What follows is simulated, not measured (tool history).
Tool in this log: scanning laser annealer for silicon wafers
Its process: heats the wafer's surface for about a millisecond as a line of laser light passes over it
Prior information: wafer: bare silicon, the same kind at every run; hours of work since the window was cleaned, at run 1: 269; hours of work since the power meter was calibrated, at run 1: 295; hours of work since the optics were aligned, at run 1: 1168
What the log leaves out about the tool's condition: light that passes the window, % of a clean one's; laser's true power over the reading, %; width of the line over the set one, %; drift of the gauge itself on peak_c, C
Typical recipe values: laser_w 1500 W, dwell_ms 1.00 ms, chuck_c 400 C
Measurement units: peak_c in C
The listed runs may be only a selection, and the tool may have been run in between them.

| run | hour | laser_w | dwell_ms | chuck_c | hours of work since the window was cleaned | hours of work since the power meter was calibrated | hours of work since the optics were aligned | peak_c |
|---|---|---|---|---|---|---|---|---|
| 1 | 0.0 | 1500 | 1.00 | 400 | 269 | 295 | 1168 | 1133 |
| 2 | 12.6 | 1500 | 0.80 | 400 | 274 | 300 | 1173 | 1052 |
| 3 | 26.2 | 1456 | 1.00 | 400 | 280 | 305 | 1179 | 1104 |
| 4 | 37.6 | 1456 | 1.00 | 400 | 284 | 310 | 1184 | 1102 |
| 5 | 51.8 | 1500 | 1.00 | 400 | 290 | 316 | 1190 | 1129 |
| 6 | 68.7 | 1500 | 1.00 | 400 | 297 | 323 | 1197 | 1129 |
| 7 | 87.1 | 1500 | 1.00 | 400 | 305 | 331 | 1204 | 1128 |
|  | 112.2 | window over the wafer cleaned |
| 8 | 112.2 | 1500 | 1.00 | 400 | 0 | 341 | 1214 | 1167 |
| 9 | 137.0 | 1500 | 1.00 | 400 | 10 | 351 | 1224 | 1166 |
| 10 | 155.5 | 1500 | 0.76 | 400 | 18 | 359 | 1232 | 1064 |
| 11 | 179.8 | 1500 | 0.76 | 400 | 28 | 369 | 1242 | 1061 |
| 12 | 202.0 | 1389 | 1.00 | 400 | 37 | 378 | 1252 | 1089 |
| 13 | 227.7 | 1437 | 1.00 | 400 | 48 | 389 | 1262 | 1119 |
| 14 | 245.7 | 1437 | 1.00 | 400 | 56 | 396 | 1270 | 1118 |
| 15 | 264.5 | 1437 | 1.00 | 400 | 64 | 404 | 1278 | 1122 |
| 16 | 287.6 | 1437 | 1.00 | 400 | 73 | 414 | 1287 | 1111 |
| 17 | 308.2 | 1437 | 1.00 | 400 | 82 | 422 | 1296 | 1111 |
| 18 | 328.4 | 1437 | 1.00 | 400 | 90 | 431 | 1304 | 1115 |
| 19 | 339.6 | 1506 | 1.00 | 439 | 95 | 435 | 1309 | 1201 |
| 20 | 353.6 | 1500 | 1.00 | 390 | 101 | 441 | 1315 | 1144 |
| 21 | 379.2 | 1500 | 1.00 | 390 | 111 | 452 | 1326 | 1146 |
| 22 | 401.8 | 1490 | 0.86 | 396 | 121 | 461 | 1335 | 1086 |
| 23 | 417.4 | 1500 | 0.83 | 382 | 127 | 468 | 1341 | 1063 |
| 24 | 430.1 | 1482 | 1.13 | 440 | 133 | 473 | 1347 | 1228 |
| 25 | 453.7 | 1482 | 1.13 | 440 | 142 | 483 | 1357 | 1222 |
| 26 | 466.7 | 1482 | 1.13 | 390 | 148 | 488 | 1362 | 1174 |
| 27 | 481.1 | 1482 | 1.13 | 390 | 154 | 494 | 1368 | 1172 |
| 28 | 492.0 | 1616 | 0.71 | 424 | 158 | 499 | 1373 | 1114 |
| 29 | 512.6 | 1616 | 0.71 | 424 | 167 | 508 | 1381 | 1115 |
| 30 | 534.5 | 1466 | 0.98 | 388 | 176 | 517 | 1390 | 1103 |
| 31 | 546.5 | 1466 | 0.98 | 388 | 181 | 522 | 1395 | 1103 |
| 32 | 559.1 | 1466 | 0.98 | 388 | 186 | 527 | 1401 | 1103 |
| 33 | 575.9 | 1466 | 0.98 | 388 | 193 | 534 | 1408 | 1101 |

3 ways to go on from here, each from the tool as it stands after run 33. What would each give?
| A | 598.1 | 1500 | 0.75 | 367 | 203 | 543 | 1417 | ? |
| B | 598.1 | 1628 | 0.72 | 420 | 203 | 543 | 1417 | ? |
| C | 598.1 | 1476 | 0.72 | 373 | 203 | 543 | 1417 | ? |

| run | peak_c |
|---|---|
| A | 1005 |
| B | 1118 |
| C | 984 |
The same runs, with their run-to-run variation unchanged, on a tool lacking any hidden condition would have given:
| run | peak_c |
|---|---|
| A | 1037 |
| B | 1153 |
| C | 1015 |
